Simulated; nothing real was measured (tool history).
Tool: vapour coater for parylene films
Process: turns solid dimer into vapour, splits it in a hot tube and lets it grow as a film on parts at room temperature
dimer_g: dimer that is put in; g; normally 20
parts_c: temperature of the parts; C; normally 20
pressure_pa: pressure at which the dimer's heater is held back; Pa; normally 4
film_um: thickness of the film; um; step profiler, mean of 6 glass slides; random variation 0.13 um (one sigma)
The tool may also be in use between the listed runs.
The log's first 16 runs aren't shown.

run,hour,dimer_g,parts_c,pressure_pa,hours of work since the trap's valve was overhauled,hours of work since the table's thermometer was calibrated,film_um
17,169.7,20,20,4,411,216,15
18,181.7,20,20,2,420,225,17.15
19,190.1,25,20,4,426,231,18.37
20,204.8,20,24,5.39,437,242,12.05
21,218.1,20,24,5.39,447,252,11.89
22,229.5,20,15,9.15,455,260,14.94
23,245.2,34,20,4,467,272,25.3
24,259.8,34,20,4,477,283,24.31
25,270.6,20,20,3.33,485,291,15.08
26,280.6,21,21,4,493,298,14.8
27,292.9,25,23,4,502,307,16.34
28,306,20,20,6.82,511,317,13.18
29,312.9,12,13,6.13,517,322,10.58
30,322.7,20,25,4,524,329,11.96
31,334.5,20,25,4,532,338,11.93
32,341.7,31,25,4,538,343,18.34
33,354.1,31,25,4,547,352,18.3
34,369,16,19,4,558,363,12.05
35,381,16,20,2.03,567,372,13.1
36,392.7,10,12,8.89,575,381,8.37
37,409.2,10,12,6.46,588,393,8.82
38,422.9,17,20,7.49,598,403,10.89

Consider 3 possible next runs. They are alternatives, not a sequence: every one starts from the tool as it was left by run 38. What does each give?
A,439.5,11,20,7.49,610,415,?
B,439.5,21,14,6.46,610,415,?
C,439.5,14,15,5.7,610,415,?

run,film_um
A,7.02
B,17.29
C,11.27
Stripped of hidden state, with their random variation kept, the same runs would have yielded:
run,film_um
A,7.74
B,19.07
C,12.42

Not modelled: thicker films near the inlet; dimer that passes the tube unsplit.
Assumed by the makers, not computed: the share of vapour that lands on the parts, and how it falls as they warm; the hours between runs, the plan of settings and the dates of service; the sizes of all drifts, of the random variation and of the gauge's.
